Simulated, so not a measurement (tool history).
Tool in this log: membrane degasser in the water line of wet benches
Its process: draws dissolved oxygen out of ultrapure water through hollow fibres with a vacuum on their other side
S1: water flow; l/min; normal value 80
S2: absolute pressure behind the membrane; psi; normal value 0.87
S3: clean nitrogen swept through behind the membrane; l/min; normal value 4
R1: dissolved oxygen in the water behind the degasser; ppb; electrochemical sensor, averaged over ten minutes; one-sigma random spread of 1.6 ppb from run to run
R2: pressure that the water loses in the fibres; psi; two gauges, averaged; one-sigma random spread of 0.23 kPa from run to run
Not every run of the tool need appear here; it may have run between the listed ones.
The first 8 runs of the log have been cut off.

| run | hour | S1 | S2 | S3 | R1 | R2 |
|---|---|---|---|---|---|---|
| 9 | 1192 | 80 | 0.87 | 4 | 159.1 | 8.273 |
| 10 | 1360.8 | 102 | 0.87 | 4 | 222.5 | 10.517 |
| 11 | 1476.7 | 102 | 0.87 | 4 | 221.3 | 10.578 |
| 12 | 1667.8 | 80 | 0.87 | 4 | 157.7 | 8.287 |
| 13 | 1821.4 | 80 | 0.87 | 4 | 156.7 | 8.319 |
|  | 1892.3 | seals of the vacuum lines changed |
| 14 | 1936.8 | 80 | 0.87 | 9.54 | 93.1 | 8.312 |
| 15 | 2100.3 | 80 | 0.87 | 9.54 | 92.4 | 8.337 |
| 16 | 2229.9 | 110 | 0.87 | 4 | 253.2 | 11.426 |
| 17 | 2349.3 | 80 | 0.87 | 3.21 | 183.7 | 8.341 |

The next listed run, before its measurement:
| 18 | 2540.3 | 80 | 0.87 | 3.21 | ? | ? |

Run 18 produced R1 185.8 ppb, R2 8.353 psi.
On a tool with no hidden condition, and with the same random variation, this run would have come out at R1 185.6 ppb, R2 8.256 psi.

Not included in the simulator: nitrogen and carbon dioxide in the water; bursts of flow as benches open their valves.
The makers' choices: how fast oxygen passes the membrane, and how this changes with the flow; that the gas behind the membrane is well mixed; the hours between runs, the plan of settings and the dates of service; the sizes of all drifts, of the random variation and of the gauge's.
